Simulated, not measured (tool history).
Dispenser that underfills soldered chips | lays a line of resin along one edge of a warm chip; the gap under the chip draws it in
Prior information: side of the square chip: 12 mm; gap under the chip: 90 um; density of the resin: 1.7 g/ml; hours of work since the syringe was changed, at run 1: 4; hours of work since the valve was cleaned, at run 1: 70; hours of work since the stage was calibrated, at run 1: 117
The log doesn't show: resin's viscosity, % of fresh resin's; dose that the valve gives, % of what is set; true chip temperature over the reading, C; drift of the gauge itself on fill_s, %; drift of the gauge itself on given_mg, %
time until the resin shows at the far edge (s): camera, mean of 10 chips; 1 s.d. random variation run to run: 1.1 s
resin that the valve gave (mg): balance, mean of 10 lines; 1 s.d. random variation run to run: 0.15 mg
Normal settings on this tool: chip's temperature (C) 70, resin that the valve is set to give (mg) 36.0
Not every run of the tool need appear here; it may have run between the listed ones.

| run | hour | chip's temperature (C) | resin that the valve is set to give (mg) | hours of work since the syringe was changed | hours of work since the valve was cleaned | hours of work since the stage was calibrated | time until the resin shows at the far edge (s) | resin that the valve gave (mg) |
|---|---|---|---|---|---|---|---|---|
| 1 | 0.0 | 70 | 36.0 | 4 | 70 | 117 | 128.3 | 34.59 |
|  | 5.4 | new syringe of resin |
| 2 | 10.5 | 70 | 36.0 | 3 | 77 | 123 | 126.2 | 35.17 |
|  | 15.8 | new syringe of resin |
| 3 | 15.8 | 74 | 36.0 | 0 | 80 | 127 | 82.8 | 34.71 |
| 4 | 24.4 | 74 | 36.0 | 6 | 86 | 132 | 121.3 | 34.87 |
|  | 26.7 | new syringe of resin |
| 5 | 36.6 | 74 | 36.0 | 7 | 94 | 140 | 132.1 | 34.99 |
|  | 37.6 | new syringe of resin |
|  | 48.8 | new syringe of resin |
| 6 | 49.2 | 74 | 44.3 | 0 | 102 | 148 | 83.5 | 42.56 |
|  | 59.2 | new syringe of resin |
| 7 | 60.9 | 73 | 36.0 | 1 | 109 | 156 | 93.1 | 34.41 |
| 8 | 67.5 | 70 | 36.0 | 5 | 114 | 160 | 142.1 | 34.58 |
|  | 69.9 | new syringe of resin |
| 9 | 72.7 | 70 | 36.0 | 2 | 117 | 163 | 111.7 | 34.27 |
| 10 | 79.2 | 70 | 46.4 | 6 | 121 | 168 | 148.6 | 44.38 |
|  | 80.4 | new syringe of resin |
| 11 | 85.2 | 70 | 46.4 | 3 | 125 | 171 | 121.5 | 44.42 |
|  | 91.4 | new syringe of resin |
| 12 | 95.9 | 56 | 38.8 | 3 | 132 | 178 | 231.1 | 36.95 |
|  | 99.8 | dispensing valve cleaned and set on the balance |
|  | 103.3 | new syringe of resin |
| 13 | 108.1 | 56 | 38.8 | 3 | 5 | 186 | 234.9 | 38.90 |
|  | 114.0 | new syringe of resin |
| 14 | 117.3 | 72 | 37.2 | 2 | 11 | 191 | 102.6 | 37.01 |
|  | 124.6 | new syringe of resin |
| 15 | 126.9 | 78 | 30.8 | 2 | 17 | 198 | 78.5 | 30.60 |
|  | 135.2 | new syringe of resin |
| 16 | 135.2 | 64 | 40.9 | 0 | 23 | 203 | 130.5 | 40.23 |
| 17 | 140.3 | 71 | 40.4 | 3 | 26 | 206 | 117.8 | 39.94 |
|  | 146.2 | new syringe of resin |
| 18 | 152.6 | 71 | 40.4 | 4 | 34 | 214 | 123.6 | 39.87 |

Branching from run 18: 5 alternative next runs. What would each branch give?
|  | 156.9 | new syringe of resin |
| A | 163.7 | 82 | 40.4 | 4 | 41 | 221 | ? | ? |
|  | 156.9 | new syringe of resin |
| B | 163.7 | 77 | 40.4 | 4 | 41 | 221 | ? | ? |
|  | 156.9 | new syringe of resin |
| C | 163.7 | 83 | 40.4 | 4 | 41 | 221 | ? | ? |
|  | 156.9 | new syringe of resin |
| D | 163.7 | 84 | 40.4 | 4 | 41 | 221 | ? | ? |
|  | 156.9 | new syringe of resin |
| E | 163.7 | 70 | 37.9 | 4 | 41 | 221 | ? | ? |

| run | time until the resin shows at the far edge (s) | resin that the valve gave (mg) |
|---|---|---|
| A | 79.8 | 39.60 |
| B | 96.4 | 39.72 |
| C | 76.1 | 39.88 |
| D | 72.2 | 39.68 |
| E | 133.5 | 37.28 |
With no hidden state in the tool, these same runs would have given:
| run | time until the resin shows at the far edge (s) | resin that the valve gave (mg) |
|---|---|---|
| A | 59.9 | 40.26 |
| B | 72.4 | 40.38 |
| C | 57.1 | 40.54 |
| D | 54.1 | 40.35 |
| E | 100.4 | 37.90 |
